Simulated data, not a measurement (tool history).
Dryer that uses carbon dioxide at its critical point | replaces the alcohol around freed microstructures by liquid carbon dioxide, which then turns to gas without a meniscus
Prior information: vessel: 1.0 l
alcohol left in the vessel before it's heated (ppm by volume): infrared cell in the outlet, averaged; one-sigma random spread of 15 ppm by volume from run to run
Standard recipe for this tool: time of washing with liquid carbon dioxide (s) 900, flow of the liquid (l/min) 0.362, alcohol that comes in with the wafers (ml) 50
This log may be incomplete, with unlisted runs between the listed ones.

run,day,time of washing with liquid carbon dioxide (s),flow of the liquid (l/min),alcohol that comes in with the wafers (ml),alcohol left in the vessel before it's heated (ppm by volume)
1,0,900,0.362,50,1280
2,0.417,900,0.362,50,1338
3,1.254,900,0.514,50,282
4,2.15,900,0.362,50,1345
5,2.733,900,0.362,50,1327
6,3.471,900,0.362,50,1403
7,4.425,900,0.362,21,615
8,5.271,900,0.362,21,615
9,6.242,900,0.362,21,612
10,6.796,900,0.362,50,1399
11,7.571,900,0.362,50,1407
12,8.183,900,0.362,58,1624
13,8.746,900,0.362,58,1720
14,9.7,900,0.362,58,1698
15,10.496,900,0.362,50,1496
16,11.138,900,0.614,50,158
17,11.879,780,0.362,50,2413
18,12.65,780,0.357,50,2493
19,13.379,780,0.357,50,2505
20,14.129,720,0.357,50,3292
21,14.958,720,0.357,50,3228
22,15.696,660,0.476,66,2199
23,16.392,900,0.23,66,7894
24,16.871,900,0.277,30,2269
25,17.621,900,0.277,30,2306
26,18.108,720,0.496,50,1098
27,19.088,600,0.496,50,2123
28,19.688,600,0.496,50,2100
29,20.575,600,0.496,50,2156
30,20.996,600,0.496,50,2158
31,21.871,600,0.496,50,1404
32,22.388,960,0.362,102,1691
33,22.929,960,0.362,102,1708
34,23.492,780,0.439,64,1131

Missing from the log above: 1 entry noted between runs. For each, name the pair of listed runs it sits between and say how the tool's hidden condition differs from the listed run just before to the listed run just after:
Run 30 -> run 31: inlet filter changed (day 21.325)
  flow that reaches the vessel past the clogged filter, %: 86.4 -> 98.7; alcohol in the recycled carbon dioxide, ppm: 89.2 -> 91.4
  the result without the hidden state subtracted from the measured one, alcohol left in the vessel before it's heated (ppm by volume): +906 -> +150
